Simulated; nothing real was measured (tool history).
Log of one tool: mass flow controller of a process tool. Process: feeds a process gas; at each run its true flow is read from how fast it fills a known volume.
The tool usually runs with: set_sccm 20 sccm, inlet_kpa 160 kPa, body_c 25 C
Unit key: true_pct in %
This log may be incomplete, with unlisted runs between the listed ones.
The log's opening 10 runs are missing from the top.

run 11 hour=3517.6 | set_sccm=20 inlet_kpa=160 body_c=25 | true_pct=97.32
run 12 hour=3922.1 | set_sccm=20 inlet_kpa=160 body_c=25 | true_pct=97.21
run 13 hour=4252.4 | set_sccm=20 inlet_kpa=160 body_c=25 | true_pct=97.07
run 14 hour=4546.1 | set_sccm=20 inlet_kpa=160 body_c=25 | true_pct=97.01
run 15 hour=4775.7 | set_sccm=20 inlet_kpa=160 body_c=25 | true_pct=96.94
run 16 hour=5232.3 | set_sccm=20 inlet_kpa=160 body_c=25 | true_pct=96.99
run 17 hour=5578.2 | set_sccm=20 inlet_kpa=160 body_c=25 | true_pct=96.86
run 18 hour=5986.6 | set_sccm=20 inlet_kpa=160 body_c=25 | true_pct=96.83
run 19 hour=6450.6 | set_sccm=20 inlet_kpa=160 body_c=25 | true_pct=96.73
run 20 hour=6909.5 | set_sccm=37 inlet_kpa=160 body_c=35 | true_pct=96.14
run 21 hour=7173.9 | set_sccm=20 inlet_kpa=160 body_c=29 | true_pct=96.13
run 22 hour=7621.1 | set_sccm=33 inlet_kpa=160 body_c=34 | true_pct=95.81
run 23 hour=7993 | set_sccm=20 inlet_kpa=160 body_c=39 | true_pct=95.08
-- hour=8018.6 controller's zero set anew
run 24 hour=8407.7 | set_sccm=34 inlet_kpa=211 body_c=27 | true_pct=97.02
run 25 hour=8809 | set_sccm=13 inlet_kpa=185 body_c=37 | true_pct=95.86
run 26 hour=9239.4 | set_sccm=7 inlet_kpa=160 body_c=25 | true_pct=98.02
run 27 hour=9728 | set_sccm=45 inlet_kpa=159 body_c=25 | true_pct=96.85
run 28 hour=10153.2 | set_sccm=20 inlet_kpa=160 body_c=26 | true_pct=96.26
-- hour=10424.8 controller's zero set anew, once more
run 29 hour=10577.1 | set_sccm=20 inlet_kpa=160 body_c=26 | true_pct=94.89
run 30 hour=10968.8 | set_sccm=20 inlet_kpa=160 body_c=26 | true_pct=94.74
run 31 hour=11225.5 | set_sccm=20 inlet_kpa=160 body_c=28 | true_pct=94.65
run 32 hour=11613.8 | set_sccm=6 inlet_kpa=156 body_c=28 | true_pct=94.01

5 ways to go on from here, each from the tool as it stands after run 32. What would each give?
run A hour=11990.6 | set_sccm=20 inlet_kpa=160 body_c=22 | true_pct=?
run B hour=11990.6 | set_sccm=20 inlet_kpa=160 body_c=28 | true_pct=?
run C hour=11990.6 | set_sccm=20 inlet_kpa=202 body_c=21 | true_pct=?
run D hour=11990.6 | set_sccm=6 inlet_kpa=156 body_c=38 | true_pct=?
run E hour=11990.6 | set_sccm=5 inlet_kpa=173 body_c=31 | true_pct=?

run=A true_pct=95.02
run=B true_pct=94.52
run=C true_pct=95.47
run=D true_pct=92.97
run=E true_pct=93.93
Without the tool's unlogged condition, the same runs would have read:
run=A true_pct=98.56
run=B true_pct=98.06
run=C true_pct=99.01
run=D true_pct=96.17
run=E true_pct=97.03
